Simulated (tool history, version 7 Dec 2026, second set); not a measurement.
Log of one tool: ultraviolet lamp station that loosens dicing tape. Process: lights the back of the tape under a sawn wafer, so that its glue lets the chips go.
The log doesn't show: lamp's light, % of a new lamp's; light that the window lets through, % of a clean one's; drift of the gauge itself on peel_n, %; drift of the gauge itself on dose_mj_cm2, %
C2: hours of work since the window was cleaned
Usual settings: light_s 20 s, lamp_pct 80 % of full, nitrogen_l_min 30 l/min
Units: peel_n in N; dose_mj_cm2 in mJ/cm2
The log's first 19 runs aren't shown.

Run 20, hour 963.9: usual settings but light_s 12 s, lamp_pct 76 % of full; hours of work of the lamp 1001; C2 64. Result: peel_n 1.056 N, dose_mj_cm2 199 mJ/cm2.
Run 21, hour 1001.8: usual settings but light_s 12 s, lamp_pct 76 % of full; hours of work of the lamp 1029; C2 92. Result: peel_n 1.058 N, dose_mj_cm2 200 mJ/cm2.
Run 22, hour 1034: usual settings; hours of work of the lamp 1052; C2 115. Result: peel_n 0.453 N, dose_mj_cm2 346 mJ/cm2.
Run 23, hour 1104.4: usual settings; hours of work of the lamp 1104; C2 167. Result: peel_n 0.464 N, dose_mj_cm2 330 mJ/cm2.
Run 24, hour 1145.1: usual settings but light_s 21 s, lamp_pct 94 % of full, nitrogen_l_min 51 l/min; hours of work of the lamp 1133; C2 196. Result: peel_n 0.305 N, dose_mj_cm2 408 mJ/cm2.
Run 25, hour 1181.5: usual settings but light_s 28 s, lamp_pct 94 % of full, nitrogen_l_min 25 l/min; hours of work of the lamp 1160; C2 223. Result: peel_n 0.277 N, dose_mj_cm2 526 mJ/cm2.
Run 26, hour 1224.3: usual settings but light_s 28 s, lamp_pct 94 % of full, nitrogen_l_min 25 l/min; hours of work of the lamp 1191; C2 254. Result: peel_n 0.282 N, dose_mj_cm2 523 mJ/cm2.
Run 27, hour 1265.4: usual settings but light_s 28 s, lamp_pct 94 % of full, nitrogen_l_min 25 l/min; hours of work of the lamp 1221; C2 284. Result: peel_n 0.29 N, dose_mj_cm2 514 mJ/cm2.
Run 28, hour 1314.4: usual settings but light_s 18 s, lamp_pct 69 % of full; hours of work of the lamp 1257; C2 320. Result: peel_n 0.821 N, dose_mj_cm2 236 mJ/cm2.
Run 29, hour 1358: usual settings but light_s 13 s, lamp_pct 83 % of full; hours of work of the lamp 1289; C2 351. Result: peel_n 1.026 N, dose_mj_cm2 204 mJ/cm2.
Run 30, hour 1395: usual settings but light_s 13 s, lamp_pct 83 % of full; hours of work of the lamp 1316; C2 378. Result: peel_n 1.094 N, dose_mj_cm2 199 mJ/cm2.
Run 31, hour 1441.7: usual settings but light_s 13 s, lamp_pct 83 % of full; hours of work of the lamp 1350; C2 412. Result: peel_n 1.073 N, dose_mj_cm2 197 mJ/cm2.
Run 32, hour 1493.2: usual settings but nitrogen_l_min 45 l/min; hours of work of the lamp 1387; C2 450. Result: peel_n 0.563 N, dose_mj_cm2 285 mJ/cm2.
Run 33, hour 1522.7: usual settings but light_s 12 s; hours of work of the lamp 1409; C2 472. Result: peel_n 1.307 N, dose_mj_cm2 168 mJ/cm2.
At hour 1546.5: lamp changed.
Run 34, hour 1567: usual settings but light_s 14 s, lamp_pct 66 % of full; hours of work of the lamp 15; C2 503. Result: peel_n 0.667 N, dose_mj_cm2 275 mJ/cm2.
Run 35, hour 1619.7: usual settings but light_s 14 s, lamp_pct 82 % of full, nitrogen_l_min 10 l/min; hours of work of the lamp 53; C2 542. Result: peel_n 0.732 N, dose_mj_cm2 343 mJ/cm2.
Run 36, hour 1675.2: usual settings but light_s 14 s, lamp_pct 82 % of full, nitrogen_l_min 10 l/min; hours of work of the lamp 94; C2 582. Result: peel_n 0.783 N, dose_mj_cm2 334 mJ/cm2.
At hour 1699.4: window cleaned of glue's vapour.
Run 37, hour 1725.2: usual settings but light_s 14 s, lamp_pct 82 % of full, nitrogen_l_min 10 l/min; hours of work of the lamp 130; C2 19. Result: peel_n 0.741 N, dose_mj_cm2 350 mJ/cm2.
Run 38, hour 1757.5: usual settings but light_s 38 s, lamp_pct 94 % of full, nitrogen_l_min 20 l/min; hours of work of the lamp 154; C2 42. Result: peel_n 0.22 N, dose_mj_cm2 1076 mJ/cm2.
Run 39, hour 1792.9: usual settings but light_s 15 s, lamp_pct 62 % of full, nitrogen_l_min 22 l/min; hours of work of the lamp 179; C2 68. Result: peel_n 0.722 N, dose_mj_cm2 274 mJ/cm2.
Run 40, hour 1847.8: usual settings but light_s 15 s, lamp_pct 75 % of full; hours of work of the lamp 219; C2 108. Result: peel_n 0.49 N, dose_mj_cm2 325 mJ/cm2.
Run 41, hour 1890.8: usual settings but light_s 19 s, lamp_pct 98 % of full, nitrogen_l_min 13 l/min; hours of work of the lamp 251; C2 140. Result: peel_n 0.321 N, dose_mj_cm2 534 mJ/cm2.
Run 42, hour 1923.6: usual settings but light_s 37 s, lamp_pct 74 % of full; hours of work of the lamp 275; C2 164. Result: peel_n 0.224 N, dose_mj_cm2 784 mJ/cm2.
Run 43, hour 1994.9: usual settings but light_s 11 s, lamp_pct 74 % of full; hours of work of the lamp 327; C2 216. Result: peel_n 0.869 N, dose_mj_cm2 226 mJ/cm2.

4 ways to go on from here, each from the tool as it stands after run 43. What would each give?
Run A, hour 2056.2: usual settings but lamp_pct 74 % of full; hours of work of the lamp 371; C2 260. Result: peel_n ?, dose_mj_cm2 ?.
Run B, hour 2056.2: usual settings but light_s 35 s; hours of work of the lamp 371; C2 260. Result: peel_n ?, dose_mj_cm2 ?.
Run C, hour 2056.2: usual settings but light_s 13 s, lamp_pct 65 % of full, nitrogen_l_min 52 l/min; hours of work of the lamp 371; C2 260. Result: peel_n ?, dose_mj_cm2 ?.
Run D, hour 2056.2: usual settings but light_s 16 s, lamp_pct 67 % of full, nitrogen_l_min 23 l/min; hours of work of the lamp 371; C2 260. Result: peel_n ?, dose_mj_cm2 ?.

run  peel_n  dose_mj_cm2
  A   0.356          402
  B   0.213          765
  C   0.754          231
  D   0.659          297
Without the tool's hidden state the same runs would have given:
run  peel_n  dose_mj_cm2
  A   0.292          469
  B    0.21          892
  C   0.588          269
  D   0.514          346
